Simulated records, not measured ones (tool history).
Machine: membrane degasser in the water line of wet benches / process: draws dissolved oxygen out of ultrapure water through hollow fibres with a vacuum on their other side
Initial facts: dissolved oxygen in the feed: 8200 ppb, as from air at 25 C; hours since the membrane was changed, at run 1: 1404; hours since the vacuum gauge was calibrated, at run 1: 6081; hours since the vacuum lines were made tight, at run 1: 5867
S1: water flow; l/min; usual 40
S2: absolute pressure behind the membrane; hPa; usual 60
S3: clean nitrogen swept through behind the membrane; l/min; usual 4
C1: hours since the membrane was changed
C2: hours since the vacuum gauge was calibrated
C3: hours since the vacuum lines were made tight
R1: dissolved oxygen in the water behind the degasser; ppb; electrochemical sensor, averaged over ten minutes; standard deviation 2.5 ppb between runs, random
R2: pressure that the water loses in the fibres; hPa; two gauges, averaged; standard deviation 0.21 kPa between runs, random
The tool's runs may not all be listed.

run	hour	S1	S2	S3	C1	C2	C3	R1	R2
1	0	40	60	4	1404	6081	5867	252.9	480.9
2	38.4	40	60	4	1443	6120	5905	251.1	480.9
3	95.7	40	60	4	1500	6177	5962	253	481.1
4	164	40	60	3.64	1569	6245	6031	258.1	477.3
5	201.5	40	91.3	4	1606	6283	6068	319.2	477.8
6	252.9	40	60	10.12	1657	6334	6120	214.9	477.5
# hour 291.3: vacuum gauge calibrated
7	291.6	40	60	10.12	1696	0	6158	214.6	485.2
8	338.5	40	60	10.12	1742	47	6205	214.1	478.7
9	393.4	33	60	10.12	1797	102	6260	141.3	394.5
10	428.9	40	51.8	4	1833	138	6295	237.1	481.7
11	508.5	40	106.4	4	1912	217	6375	354.9	479.5
12	582.8	40	106.4	4	1987	291	6449	359.5	484.2
13	654	40	60	4	2058	363	6520	256.9	485.6
14	721.3	40	60	4	2125	430	6588	255.6	485.3
# hour 753.3: vacuum gauge calibrated, once more
15	774.4	40	60	4	2178	21	6640	247.2	479.8
16	817	40	60	4	2220	64	6683	249.7	477.5
17	903.1	40	60	4	2307	150	6769	252.9	479.1
18	982.1	40	60	2.54	2386	229	6848	285.9	479.9
19	1052.2	40	60	2.54	2456	299	6918	288.9	481.7
20	1092.8	44	60	6.69	2496	340	6959	272.9	531.9
21	1172.4	48	39.3	9.68	2576	419	7038	290.3	579.3
22	1219.4	40	131.2	4	2623	466	7085	413.3	483.2
23	1280.3	40	131.2	4	2684	527	7146	412.9	485.3
24	1330.5	45	131.2	4	2734	577	7196	486.8	543.7
25	1395.9	26	53.2	2.19	2799	643	7262	119.7	316
26	1465.4	26	53.2	2.19	2869	712	7331	121.5	311.2
27	1547.5	26	53.2	2.19	2951	794	7413	119.8	313.7
28	1585	26	46.6	3.8	2988	832	7451	85.3	312.6
29	1665.5	54	78.6	5.99	3069	912	7531	451.5	649.5
30	1707.3	35	76.5	4.76	3111	954	7573	212.5	423.5
31	1776.3	59	37.3	3.07	3180	1023	7642	448.4	715.4
32	1841.1	54	60	4	3245	1088	7707	440.8	654.5

Below are 4 alternative next runs, each starting from the tool's condition after run 32. Predict each:
A	1902.2	40	60	1.98	3306	1149	7768	?	?
B	1902.2	54	60	2.99	3306	1149	7768	?	?
C	1902.2	33	60	4.84	3306	1149	7768	?	?
D	1902.2	54	143.4	4	3306	1149	7768	?	?

run	R1	R2
A	313.1	481.7
B	458.8	651.8
C	164.7	394.1
D	670.7	651.9
The same runs, with their run-to-run variation unchanged, on a tool lacking any hidden condition would have given:
run	R1	R2
A	302	476.1
B	443.7	644.2
C	157.6	389.5
D	655.7	644.4
